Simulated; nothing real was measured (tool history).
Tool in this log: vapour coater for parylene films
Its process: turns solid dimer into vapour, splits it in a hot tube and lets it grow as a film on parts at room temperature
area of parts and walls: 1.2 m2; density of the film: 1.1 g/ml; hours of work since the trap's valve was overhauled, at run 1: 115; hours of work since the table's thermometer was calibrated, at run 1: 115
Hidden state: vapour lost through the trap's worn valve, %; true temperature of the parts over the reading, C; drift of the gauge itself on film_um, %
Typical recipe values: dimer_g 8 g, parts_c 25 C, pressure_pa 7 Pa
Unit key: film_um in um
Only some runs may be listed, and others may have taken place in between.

| run | day | dimer_g | parts_c | pressure_pa | hours of work since the trap's valve was overhauled | hours of work since the table's thermometer was calibrated | film_um |
|---|---|---|---|---|---|---|---|
| 1 | 0 | 8 | 25 | 7 | 115 | 115 | 3.07 |
| 2 | 0.433 | 7 | 25 | 7 | 123 | 123 | 2.65 |
| 3 | 1.238 | 7 | 25 | 7 | 138 | 138 | 2.63 |
| 4 | 2.067 | 7 | 25 | 7 | 153 | 153 | 2.63 |
| 5 | 2.504 | 8 | 25 | 11.56 | 161 | 161 | 2.7 |
| 6 | 3.112 | 12 | 25 | 11.56 | 173 | 173 | 4.04 |
| 7 | 3.633 | 4 | 25 | 7 | 182 | 182 | 1.51 |
| 8 | 4.438 | 4 | 22 | 7 | 197 | 197 | 1.61 |
| 9 | 4.825 | 4 | 22 | 7 | 204 | 204 | 1.62 |
| 10 | 5.538 | 4 | 22 | 7 | 218 | 218 | 1.61 |

Run 11 comes next. What will it give?
| 11 | 6.138 | 4 | 23 | 4.34 | 229 | 229 | ? |

film_um: 1.75 um
Minus the tool's unlogged condition, the same run would have read film_um 1.83 um.
